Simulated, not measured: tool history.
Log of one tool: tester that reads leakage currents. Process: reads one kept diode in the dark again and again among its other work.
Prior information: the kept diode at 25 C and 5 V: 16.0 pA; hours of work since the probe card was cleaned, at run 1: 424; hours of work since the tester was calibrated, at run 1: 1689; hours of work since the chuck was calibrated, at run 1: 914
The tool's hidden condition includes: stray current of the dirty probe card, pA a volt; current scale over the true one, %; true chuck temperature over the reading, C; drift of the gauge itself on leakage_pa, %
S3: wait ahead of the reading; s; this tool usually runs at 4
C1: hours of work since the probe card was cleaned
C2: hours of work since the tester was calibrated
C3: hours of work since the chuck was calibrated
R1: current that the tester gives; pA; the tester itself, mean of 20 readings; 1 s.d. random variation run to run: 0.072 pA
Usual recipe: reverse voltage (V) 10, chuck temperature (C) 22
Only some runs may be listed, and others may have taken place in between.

{"run": 1, "day": 0.0, "reverse voltage (V)": 10, "chuck temperature (C)": 22, "S3": 4, "C1": 424, "C2": 1689, "C3": 914, "R1": 23.17}
{"run": 2, "day": 4.108, "reverse voltage (V)": 10, "chuck temperature (C)": 22, "S3": 0.68, "C1": 487, "C2": 1752, "C3": 977, "R1": 27.14}
{"run": 3, "day": 7.488, "reverse voltage (V)": 10, "chuck temperature (C)": 22, "S3": 0.68, "C1": 539, "C2": 1804, "C3": 1029, "R1": 27.89}
{"run": 4, "day": 10.054, "reverse voltage (V)": 10, "chuck temperature (C)": 22, "S3": 4, "C1": 579, "C2": 1844, "C3": 1069, "R1": 24.84}
{"run": 5, "day": 13.562, "reverse voltage (V)": 10, "chuck temperature (C)": 22, "S3": 4, "C1": 633, "C2": 1898, "C3": 1123, "R1": 25.59}
{"run": 6, "day": 16.796, "reverse voltage (V)": 10, "chuck temperature (C)": 22, "S3": 4, "C1": 683, "C2": 1948, "C3": 1173, "R1": 26.16}
{"run": 7, "day": 20.162, "reverse voltage (V)": 10, "chuck temperature (C)": 22, "S3": 4, "C1": 735, "C2": 2000, "C3": 1225, "R1": 26.71}
{"run": 8, "day": 23.329, "reverse voltage (V)": 3.2, "chuck temperature (C)": 22, "S3": 4, "C1": 784, "C2": 2049, "C3": 1274, "R1": 14.51}
{"run": 9, "day": 26.304, "reverse voltage (V)": 10, "chuck temperature (C)": 25, "S3": 4, "C1": 830, "C2": 2095, "C3": 1320, "R1": 33.12}
{"run": 10, "day": 30.525, "reverse voltage (V)": 10, "chuck temperature (C)": 22, "S3": 4, "C1": 895, "C2": 2160, "C3": 1385, "R1": 28.65}
{"run": 11, "day": 33.846, "reverse voltage (V)": 10, "chuck temperature (C)": 22, "S3": 4, "C1": 947, "C2": 2211, "C3": 1436, "R1": 29.31}
{"run": 12, "day": 38.029, "reverse voltage (V)": 10, "chuck temperature (C)": 22, "S3": 4, "C1": 1011, "C2": 2276, "C3": 1501, "R1": 29.97}
{"run": 13, "day": 41.521, "reverse voltage (V)": 10, "chuck temperature (C)": 22, "S3": 4, "C1": 1065, "C2": 2330, "C3": 1555, "R1": 30.65}
{"run": 14, "day": 44.721, "reverse voltage (V)": 10, "chuck temperature (C)": 25, "S3": 4, "C1": 1114, "C2": 2379, "C3": 1604, "R1": 36.64}
{"run": 15, "day": 48.758, "reverse voltage (V)": 10, "chuck temperature (C)": 25, "S3": 6.23, "C1": 1177, "C2": 2442, "C3": 1667, "R1": 37.17}
{"run": 16, "day": 50.788, "reverse voltage (V)": 10, "chuck temperature (C)": 22, "S3": 4, "C1": 1208, "C2": 2473, "C3": 1698, "R1": 32.3}
{"run": 17, "day": 52.933, "reverse voltage (V)": 10, "chuck temperature (C)": 22, "S3": 4, "C1": 1241, "C2": 2506, "C3": 1731, "R1": 32.78}
{"run": 18, "day": 55.296, "reverse voltage (V)": 10, "chuck temperature (C)": 22, "S3": 4, "C1": 1278, "C2": 2543, "C3": 1768, "R1": 33.01}
{"run": 19, "day": 57.579, "reverse voltage (V)": 10, "chuck temperature (C)": 22, "S3": 4, "C1": 1313, "C2": 2578, "C3": 1803, "R1": 33.58}
{"run": 20, "day": 61.588, "reverse voltage (V)": 10, "chuck temperature (C)": 22, "S3": 4, "C1": 1375, "C2": 2640, "C3": 1865, "R1": 34.22}
{"run": 21, "day": 65.933, "reverse voltage (V)": 10, "chuck temperature (C)": 22, "S3": 4, "C1": 1442, "C2": 2707, "C3": 1932, "R1": 34.94}
{"run": 22, "day": 68.688, "reverse voltage (V)": 1.1, "chuck temperature (C)": 28, "S3": 1.65, "C1": 1485, "C2": 2749, "C3": 1974, "R1": 15.21}
{"run": 23, "day": 72.083, "reverse voltage (V)": 1.4, "chuck temperature (C)": 22, "S3": 1.65, "C1": 1537, "C2": 2802, "C3": 2027, "R1": 11.44}
{"run": 24, "day": 74.271, "reverse voltage (V)": 1.4, "chuck temperature (C)": 22, "S3": 1.65, "C1": 1571, "C2": 2836, "C3": 2061, "R1": 11.46}
{"day": 74.617, "done": "probe card cleaned and baked"}
{"run": 25, "day": 76.412, "reverse voltage (V)": 7.8, "chuck temperature (C)": 22, "S3": 0.4, "C1": 28, "C2": 2867, "C3": 2092, "R1": 43}
{"run": 26, "day": 78.371, "reverse voltage (V)": 7.8, "chuck temperature (C)": 22, "S3": 0.4, "C1": 58, "C2": 2897, "C3": 2122, "R1": 43.62}
{"run": 27, "day": 82.883, "reverse voltage (V)": 7.8, "chuck temperature (C)": 22, "S3": 0.4, "C1": 128, "C2": 2967, "C3": 2192, "R1": 43.92}
{"run": 28, "day": 87.029, "reverse voltage (V)": 10, "chuck temperature (C)": 48, "S3": 0.73, "C1": 192, "C2": 3031, "C3": 2256, "R1": 179.21}
{"day": 87.888, "done": "chuck's temperature calibrated"}
{"run": 29, "day": 90.133, "reverse voltage (V)": 4.2, "chuck temperature (C)": 26, "S3": 7.9, "C1": 238, "C2": 3077, "C3": 35, "R1": 28.66}
{"day": 94.292, "done": "probe card cleaned and baked, once more"}
{"run": 30, "day": 94.292, "reverse voltage (V)": 19.6, "chuck temperature (C)": 43, "S3": 1.83, "C1": 0, "C2": 3140, "C3": 97, "R1": 121.62}
{"run": 31, "day": 96.975, "reverse voltage (V)": 10, "chuck temperature (C)": 45, "S3": 3.07, "C1": 41, "C2": 3181, "C3": 138, "R1": 106.69}
{"run": 32, "day": 101.296, "reverse voltage (V)": 10, "chuck temperature (C)": 45, "S3": 3.07, "C1": 108, "C2": 3248, "C3": 205, "R1": 107.58}
{"run": 33, "day": 105.804, "reverse voltage (V)": 10, "chuck temperature (C)": 45, "S3": 3.07, "C1": 178, "C2": 3317, "C3": 275, "R1": 108.71}
{"run": 34, "day": 109.962, "reverse voltage (V)": 10, "chuck temperature (C)": 45, "S3": 3.07, "C1": 242, "C2": 3382, "C3": 339, "R1": 110.51}
{"run": 35, "day": 113.342, "reverse voltage (V)": 4.8, "chuck temperature (C)": 45, "S3": 3.07, "C1": 294, "C2": 3434, "C3": 391, "R1": 82.13}
{"run": 36, "day": 117.85, "reverse voltage (V)": 10, "chuck temperature (C)": 22, "S3": 8.5, "C1": 364, "C2": 3503, "C3": 461, "R1": 21.91}
{"run": 37, "day": 121.496, "reverse voltage (V)": 2.5, "chuck temperature (C)": 22, "S3": 0.31, "C1": 420, "C2": 3560, "C3": 517, "R1": 13.56}
{"run": 38, "day": 125.617, "reverse voltage (V)": 1.4, "chuck temperature (C)": 31, "S3": 9.74, "C1": 484, "C2": 3623, "C3": 581, "R1": 17.93}
{"run": 39, "day": 127.654, "reverse voltage (V)": 1.4, "chuck temperature (C)": 30, "S3": 0.35, "C1": 515, "C2": 3655, "C3": 612, "R1": 17.79}

How would selected steps in R1 from run to run divide? Give the signed amount a tool lacking its hidden state would still show from settings, what came in and random variation, and the signed amount left for the hidden state, including any gauge scatter that is not in both of the compared results.
Run 24 -> 25: reverse voltage (V) 1.4 -> 7.8, S3 1.65 -> 0.4, probe card cleaned and baked. R1 +31.54 pA: hidden state +19.03, all else +12.51.
Run 27 -> 28: reverse voltage (V) 7.8 -> 10, chuck temperature (C) 22 -> 48, S3 0.4 -> 0.73. R1 +135.29 pA: hidden state +26.79, all else +108.5.
Run 28 -> 29: reverse voltage (V) 10 -> 4.2, chuck temperature (C) 48 -> 26, S3 0.73 -> 7.9, chuck's temperature calibrated. R1 -150.55 pA: hidden state -38.4, all else -112.15.
Run 29 -> 30: reverse voltage (V) 4.2 -> 19.6, chuck temperature (C) 26 -> 43, S3 7.9 -> 1.83, probe card cleaned and baked, once more. R1 +92.96 pA: hidden state -7.3, all else +100.26.
